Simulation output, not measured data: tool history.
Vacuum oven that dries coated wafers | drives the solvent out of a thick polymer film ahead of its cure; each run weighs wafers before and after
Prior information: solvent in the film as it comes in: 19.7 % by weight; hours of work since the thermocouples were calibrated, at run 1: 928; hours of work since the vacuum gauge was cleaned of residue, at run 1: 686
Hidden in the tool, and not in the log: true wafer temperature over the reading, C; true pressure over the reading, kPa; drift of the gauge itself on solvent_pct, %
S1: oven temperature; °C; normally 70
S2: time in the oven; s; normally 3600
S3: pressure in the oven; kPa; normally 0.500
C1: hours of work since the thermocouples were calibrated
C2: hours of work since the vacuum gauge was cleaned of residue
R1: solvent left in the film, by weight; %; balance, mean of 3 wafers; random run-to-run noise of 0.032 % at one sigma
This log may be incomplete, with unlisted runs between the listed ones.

{"run": 1, "hour": 0.0, "S1": 70, "S2": 3600, "S3": 0.5, "C1": 928, "C2": 686, "R1": 4.52}
{"run": 2, "hour": 29.6, "S1": 70, "S2": 3600, "S3": 0.5, "C1": 945, "C2": 703, "R1": 4.6}
{"run": 3, "hour": 53.3, "S1": 70, "S2": 2760, "S3": 0.5, "C1": 958, "C2": 716, "R1": 6.05}
{"run": 4, "hour": 86.9, "S1": 70, "S2": 3600, "S3": 0.5, "C1": 977, "C2": 734, "R1": 4.59}
{"run": 5, "hour": 114.7, "S1": 70, "S2": 3600, "S3": 0.5, "C1": 992, "C2": 750, "R1": 4.56}
{"run": 6, "hour": 140.1, "S1": 70, "S2": 3600, "S3": 0.5, "C1": 1006, "C2": 764, "R1": 4.59}
{"run": 7, "hour": 162.1, "S1": 70, "S2": 3600, "S3": 0.5, "C1": 1018, "C2": 776, "R1": 4.62}
{"run": 8, "hour": 180.0, "S1": 65, "S2": 3240, "S3": 1.724, "C1": 1028, "C2": 786, "R1": 7.37}
{"run": 9, "hour": 204.1, "S1": 55, "S2": 1920, "S3": 1.456, "C1": 1042, "C2": 799, "R1": 12.65}
{"run": 10, "hour": 243.0, "S1": 70, "S2": 2280, "S3": 0.5, "C1": 1063, "C2": 821, "R1": 7.22}
{"run": 11, "hour": 271.7, "S1": 84, "S2": 1980, "S3": 1.046, "C1": 1079, "C2": 837, "R1": 3.71}
{"run": 12, "hour": 295.8, "S1": 79, "S2": 3540, "S3": 0.805, "C1": 1093, "C2": 850, "R1": 2.26}
{"run": 13, "hour": 327.9, "S1": 64, "S2": 6480, "S3": 0.473, "C1": 1110, "C2": 868, "R1": 3.47}
{"run": 14, "hour": 365.8, "S1": 66, "S2": 3600, "S3": 0.816, "C1": 1132, "C2": 889, "R1": 6.04}

Forecast each of these 3 alternatives for the next run:
{"run": "A", "hour": 403.8, "S1": 82, "S2": 3600, "S3": 0.5, "C1": 1153, "C2": 910, "R1": "?"}
{"run": "B", "hour": 403.8, "S1": 63, "S2": 3180, "S3": 0.816, "C1": 1153, "C2": 910, "R1": "?"}
{"run": "C", "hour": 403.8, "S1": 76, "S2": 5040, "S3": 0.816, "C1": 1153, "C2": 910, "R1": "?"}

run=A R1=1.50
run=B R1=7.94
run=C R1=1.62
Take away the tool's hidden state, keep each run's random variation, and the runs would have read:
run=A R1=1.18
run=B R1=7.32
run=C R1=1.26

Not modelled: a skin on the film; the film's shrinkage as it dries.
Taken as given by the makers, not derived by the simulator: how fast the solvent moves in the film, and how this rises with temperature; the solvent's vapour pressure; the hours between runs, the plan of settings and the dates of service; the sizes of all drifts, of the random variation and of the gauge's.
